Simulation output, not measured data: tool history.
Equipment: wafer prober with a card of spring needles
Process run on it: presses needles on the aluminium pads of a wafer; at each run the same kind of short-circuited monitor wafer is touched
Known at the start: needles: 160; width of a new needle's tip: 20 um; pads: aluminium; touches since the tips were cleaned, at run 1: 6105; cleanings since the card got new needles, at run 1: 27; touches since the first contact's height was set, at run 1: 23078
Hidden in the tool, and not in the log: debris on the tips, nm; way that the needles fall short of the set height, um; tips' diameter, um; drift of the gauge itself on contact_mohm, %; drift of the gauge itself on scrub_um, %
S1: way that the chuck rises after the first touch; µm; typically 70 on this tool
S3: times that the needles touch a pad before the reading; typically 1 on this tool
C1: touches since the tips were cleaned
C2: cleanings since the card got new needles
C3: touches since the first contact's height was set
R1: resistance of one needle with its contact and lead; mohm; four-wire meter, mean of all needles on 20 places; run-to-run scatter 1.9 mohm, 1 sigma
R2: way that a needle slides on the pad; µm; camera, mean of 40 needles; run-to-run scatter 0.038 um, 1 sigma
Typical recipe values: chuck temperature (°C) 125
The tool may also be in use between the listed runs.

run 1 hour=0 | S1=70 chuck_temperature_(°C)=125 S3=1 | C1=6105 C2=27 C3=23078 | R1=262 R2=16.46
-- hour=1.2 tips cleaned on abrasive film
run 2 hour=7.4 | S1=53 chuck_temperature_(°C)=125 S3=1 | C1=2525 C2=28 C3=26067 | R1=267 R2=12.4
-- hour=17.2 tips cleaned on abrasive film
run 3 hour=17.4 | S1=53 chuck_temperature_(°C)=125 S3=1 | C1=79 C2=29 C3=30108 | R1=227 R2=12.34
run 4 hour=26 | S1=53 chuck_temperature_(°C)=125 S3=1 | C1=3624 C2=29 C3=33653 | R1=283 R2=12.44
-- hour=33.3 tips cleaned on abrasive film
run 5 hour=35.2 | S1=53 chuck_temperature_(°C)=125 S3=1 | C1=749 C2=30 C3=37353 | R1=246 R2=12.37
run 6 hour=43.6 | S1=53 chuck_temperature_(°C)=125 S3=1 | C1=4208 C2=30 C3=40812 | R1=287 R2=12.33
-- hour=48.9 tips cleaned on abrasive film
run 7 hour=52.1 | S1=70 chuck_temperature_(°C)=34 S3=1 | C1=1313 C2=31 C3=44254 | R1=210 R2=16.32
run 8 hour=63.1 | S1=70 chuck_temperature_(°C)=34 S3=1 | C1=5802 C2=31 C3=48743 | R1=247 R2=16.3
-- hour=65 tips cleaned on abrasive film
run 9 hour=75.6 | S1=70 chuck_temperature_(°C)=34 S3=1 | C1=4334 C2=32 C3=53828 | R1=247 R2=16.28
-- hour=81 tips cleaned on abrasive film
run 10 hour=85.4 | S1=70 chuck_temperature_(°C)=125 S3=1 | C1=1761 C2=33 C3=57764 | R1=236 R2=16.27
run 11 hour=93.2 | S1=70 chuck_temperature_(°C)=125 S3=1 | C1=4969 C2=33 C3=60972 | R1=262 R2=16.32
-- hour=96.7 tips cleaned on abrasive film
run 12 hour=102.9 | S1=70 chuck_temperature_(°C)=125 S3=1 | C1=2539 C2=34 C3=64923 | R1=245 R2=16.22
-- hour=112.4 tips cleaned on abrasive film
run 13 hour=114.6 | S1=86 chuck_temperature_(°C)=125 S3=1 | C1=870 C2=35 C3=69640 | R1=214 R2=20
run 14 hour=125.9 | S1=73 chuck_temperature_(°C)=69 S3=1 | C1=5519 C2=35 C3=74289 | R1=251 R2=16.91
-- hour=127.7 tips cleaned on abrasive film
run 15 hour=137.1 | S1=88 chuck_temperature_(°C)=125 S3=1 | C1=3850 C2=36 C3=78824 | R1=232 R2=20.47
-- hour=143.9 tips cleaned on abrasive film
run 16 hour=147.4 | S1=88 chuck_temperature_(°C)=125 S3=1 | C1=1432 C2=37 C3=82981 | R1=222 R2=20.43
run 17 hour=152.8 | S1=74 chuck_temperature_(°C)=125 S3=2 | C1=3653 C2=37 C3=85202 | R1=234 R2=17.13
-- hour=159.4 tips cleaned on abrasive film
run 18 hour=160.8 | S1=51 chuck_temperature_(°C)=90 S3=2 | C1=567 C2=38 C3=88438 | R1=226 R2=11.62
run 19 hour=169.7 | S1=70 chuck_temperature_(°C)=125 S3=2 | C1=4219 C2=38 C3=92090 | R1=236 R2=16.2
-- hour=175.4 tips cleaned on abrasive film
run 20 hour=176.4 | S1=78 chuck_temperature_(°C)=25 S3=3 | C1=411 C2=39 C3=94771 | R1=190 R2=17.98
run 21 hour=188.4 | S1=86 chuck_temperature_(°C)=25 S3=1 | C1=5334 C2=39 C3=99694 | R1=229 R2=19.83
-- hour=191.6 tips cleaned on abrasive film
run 22 hour=195.7 | S1=78 chuck_temperature_(°C)=125 S3=2 | C1=1657 C2=40 C3=102635 | R1=222 R2=18.04
run 23 hour=204.3 | S1=78 chuck_temperature_(°C)=125 S3=2 | C1=5185 C2=40 C3=106163 | R1=235 R2=17.89
-- hour=207.5 tips cleaned on abrasive film
run 24 hour=212 | S1=70 chuck_temperature_(°C)=88 S3=1 | C1=1853 C2=41 C3=109260 | R1=235 R2=16.05
run 25 hour=218.4 | S1=70 chuck_temperature_(°C)=88 S3=1 | C1=4465 C2=41 C3=111872 | R1=253 R2=16.05

Some steps in R1 between neighbouring runs. How much of each would the tool show without its hidden state too (settings, what came in, random variation), and how much is left for the hidden state, with any gauge scatter that isn't in both results?
Run 3 -> 4: settings left as they were, no log entry in between. R1 +56 mohm: hidden state +56, all else +0.
Run 6 -> 7: S1 53 -> 70, chuck temperature (°C) 125 -> 34, tips cleaned on abrasive film. R1 -77 mohm: hidden state -48, all else -29.
